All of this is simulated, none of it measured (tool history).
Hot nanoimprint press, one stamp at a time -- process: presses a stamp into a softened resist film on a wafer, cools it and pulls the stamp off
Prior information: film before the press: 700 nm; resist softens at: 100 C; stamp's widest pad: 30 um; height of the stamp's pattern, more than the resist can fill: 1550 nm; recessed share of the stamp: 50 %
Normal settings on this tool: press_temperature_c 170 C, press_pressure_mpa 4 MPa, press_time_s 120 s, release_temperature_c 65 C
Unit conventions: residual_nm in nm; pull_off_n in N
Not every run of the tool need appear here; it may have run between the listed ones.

run	hour	press_temperature_c	press_pressure_mpa	press_time_s	release_temperature_c	residual_nm	pull_off_n
1	0	170	4	120	65	378.9	99
2	5.4	170	4	121	65	373.1	98
3	13.7	170	4	121	65	375.3	93
4	22.4	170	4	121	65	373.9	97
5	30.6	170	4	121	65	377.7	99
6	39.8	170	4.96	121	65	346	95
7	44.5	170	4	236	65	291.6	98
8	49.9	170	4	120	63	376.6	102
9	55.9	170	4	120	63	375.8	101
10	61.4	170	5.16	120	65	345.7	95
11	68.5	170	5.16	120	65	342.6	97
12	76.9	170	4	120	65	377.2	97
13	84.4	170	4	120	65	379.4	100
14	90.6	170	4	120	65	376.5	95
15	95.2	170	4	120	65	376	96
16	102.5	170	4	120	65	378.4	96
17	110.2	170	4	120	65	379.2	97
18	114.8	161	5.61	121	54	511.9	109
19	123.7	172	4	120	60	341.8	102
20	131.8	174	4	122	59	306.3	100

Run 21 has not been measured yet. What should we expect?
21	140.4	178	4	180	63	?	?

{"run 21": {"residual_nm": 205.3, "pull_off_n": 96}}
Minus the tool's unlogged condition, the same run would have read residual_nm 203 nm, pull_off_n 96 N.
